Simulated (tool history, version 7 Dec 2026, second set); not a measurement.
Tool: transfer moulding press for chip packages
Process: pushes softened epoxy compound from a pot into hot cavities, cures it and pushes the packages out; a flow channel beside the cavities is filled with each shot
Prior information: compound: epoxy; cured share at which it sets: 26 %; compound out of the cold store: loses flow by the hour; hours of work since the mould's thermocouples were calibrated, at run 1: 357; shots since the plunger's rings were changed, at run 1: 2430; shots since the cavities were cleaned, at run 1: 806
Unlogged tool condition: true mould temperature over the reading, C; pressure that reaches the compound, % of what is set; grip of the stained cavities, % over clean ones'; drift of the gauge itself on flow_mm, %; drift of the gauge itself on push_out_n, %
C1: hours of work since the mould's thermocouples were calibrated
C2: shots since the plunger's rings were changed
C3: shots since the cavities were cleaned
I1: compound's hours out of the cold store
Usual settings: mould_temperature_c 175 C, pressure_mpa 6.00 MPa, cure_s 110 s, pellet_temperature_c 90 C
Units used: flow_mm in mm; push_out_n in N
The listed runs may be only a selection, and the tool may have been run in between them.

{"run": 1, "hour": 0.0, "mould_temperature_c": 175, "pressure_mpa": 6.0, "cure_s": 110, "pellet_temperature_c": 90, "C1": 357, "C2": 2430, "C3": 806, "I1": 45.6, "flow_mm": 580, "push_out_n": 695}
{"hour": 10.9, "done": "cavities cleaned with cleaning compound and waxed"}
{"run": 2, "hour": 21.7, "mould_temperature_c": 175, "pressure_mpa": 6.0, "cure_s": 110, "pellet_temperature_c": 90, "C1": 373, "C2": 2709, "C3": 150, "I1": 10.8, "flow_mm": 743, "push_out_n": 509}
{"run": 3, "hour": 61.8, "mould_temperature_c": 175, "pressure_mpa": 6.0, "cure_s": 110, "pellet_temperature_c": 90, "C1": 404, "C2": 3263, "C3": 704, "I1": 32.9, "flow_mm": 627, "push_out_n": 672}
{"hour": 82.1, "done": "cavities cleaned with cleaning compound and waxed"}
{"run": 4, "hour": 95.0, "mould_temperature_c": 175, "pressure_mpa": 6.0, "cure_s": 110, "pellet_temperature_c": 90, "C1": 429, "C2": 3703, "C3": 179, "I1": 27.3, "flow_mm": 652, "push_out_n": 492}
{"hour": 108.5, "done": "plunger's sealing rings changed"}
{"hour": 122.3, "done": "mould's thermocouples calibrated"}
{"run": 5, "hour": 135.8, "mould_temperature_c": 175, "pressure_mpa": 6.54, "cure_s": 110, "pellet_temperature_c": 90, "C1": 10, "C2": 350, "C3": 680, "I1": 33.5, "flow_mm": 697, "push_out_n": 672}
{"hour": 155.3, "done": "cavities cleaned with cleaning compound and waxed"}
{"run": 6, "hour": 167.0, "mould_temperature_c": 175, "pressure_mpa": 6.0, "cure_s": 110, "pellet_temperature_c": 97, "C1": 34, "C2": 762, "C3": 162, "I1": 22.6, "flow_mm": 703, "push_out_n": 526}
{"run": 7, "hour": 200.5, "mould_temperature_c": 175, "pressure_mpa": 6.0, "cure_s": 110, "pellet_temperature_c": 90, "C1": 59, "C2": 1224, "C3": 624, "I1": 11.0, "flow_mm": 764, "push_out_n": 670}
{"hour": 226.8, "done": "cavities cleaned with cleaning compound and waxed"}
{"run": 8, "hour": 230.3, "mould_temperature_c": 170, "pressure_mpa": 4.79, "cure_s": 131, "pellet_temperature_c": 97, "C1": 81, "C2": 1616, "C3": 48, "I1": 37.5, "flow_mm": 581, "push_out_n": 446}
{"run": 9, "hour": 250.8, "mould_temperature_c": 175, "pressure_mpa": 6.95, "cure_s": 138, "pellet_temperature_c": 90, "C1": 97, "C2": 1900, "C3": 332, "I1": 19.1, "flow_mm": 764, "push_out_n": 495}
{"run": 10, "hour": 286.2, "mould_temperature_c": 175, "pressure_mpa": 6.8, "cure_s": 110, "pellet_temperature_c": 90, "C1": 125, "C2": 2390, "C3": 822, "I1": 10.8, "flow_mm": 791, "push_out_n": 696}
{"hour": 295.9, "done": "cavities cleaned with cleaning compound and waxed"}
{"run": 11, "hour": 310.3, "mould_temperature_c": 175, "pressure_mpa": 4.7, "cure_s": 104, "pellet_temperature_c": 90, "C1": 142, "C2": 2703, "C3": 199, "I1": 46.3, "flow_mm": 515, "push_out_n": 540}
{"run": 12, "hour": 346.6, "mould_temperature_c": 175, "pressure_mpa": 4.7, "cure_s": 104, "pellet_temperature_c": 90, "C1": 170, "C2": 3204, "C3": 700, "I1": 35.1, "flow_mm": 554, "push_out_n": 700}
{"hour": 367.6, "done": "cavities cleaned with cleaning compound and waxed"}
{"run": 13, "hour": 375.9, "mould_temperature_c": 171, "pressure_mpa": 6.36, "cure_s": 149, "pellet_temperature_c": 87, "C1": 192, "C2": 3589, "C3": 115, "I1": 21.0, "flow_mm": 712, "push_out_n": 436}
{"hour": 398.6, "done": "plunger's sealing rings changed"}
{"run": 14, "hour": 420.4, "mould_temperature_c": 175, "pressure_mpa": 5.78, "cure_s": 122, "pellet_temperature_c": 81, "C1": 225, "C2": 302, "C3": 696, "I1": 35.5, "flow_mm": 638, "push_out_n": 608}

Below are 5 alternative next runs, each starting from the tool's condition after run 14. Predict each:
{"hour": 440.9, "done": "cavities cleaned with cleaning compound and waxed"}
{"run": "A", "hour": 447.5, "mould_temperature_c": 175, "pressure_mpa": 6.68, "cure_s": 117, "pellet_temperature_c": 80, "C1": 244, "C2": 656, "C3": 92, "I1": 30.0, "flow_mm": "?", "push_out_n": "?"}
{"hour": 440.9, "done": "cavities cleaned with cleaning compound and waxed"}
{"run": "B", "hour": 447.5, "mould_temperature_c": 168, "pressure_mpa": 5.78, "cure_s": 124, "pellet_temperature_c": 81, "C1": 244, "C2": 656, "C3": 92, "I1": 24.0, "flow_mm": "?", "push_out_n": "?"}
{"hour": 440.9, "done": "cavities cleaned with cleaning compound and waxed"}
{"run": "C", "hour": 447.5, "mould_temperature_c": 175, "pressure_mpa": 5.5, "cure_s": 110, "pellet_temperature_c": 90, "C1": 244, "C2": 656, "C3": 92, "I1": 16.7, "flow_mm": "?", "push_out_n": "?"}
{"hour": 440.9, "done": "cavities cleaned with cleaning compound and waxed"}
{"run": "D", "hour": 447.5, "mould_temperature_c": 175, "pressure_mpa": 6.74, "cure_s": 110, "pellet_temperature_c": 84, "C1": 244, "C2": 656, "C3": 92, "I1": 10.5, "flow_mm": "?", "push_out_n": "?"}
{"hour": 440.9, "done": "cavities cleaned with cleaning compound and waxed"}
{"run": "E", "hour": 447.5, "mould_temperature_c": 183, "pressure_mpa": 6.0, "cure_s": 110, "pellet_temperature_c": 90, "C1": 244, "C2": 656, "C3": 92, "I1": 44.5, "flow_mm": "?", "push_out_n": "?"}

run=A flow_mm=716 push_out_n=421
run=B flow_mm=718 push_out_n=588
run=C flow_mm=701 push_out_n=479
run=D flow_mm=818 push_out_n=511
run=E flow_mm=594 push_out_n=399
Without the tool's hidden state the same runs would have given:
run=A flow_mm=728 push_out_n=380
run=B flow_mm=731 push_out_n=545
run=C flow_mm=713 push_out_n=437
run=D flow_mm=832 push_out_n=467
run=E flow_mm=605 push_out_n=354
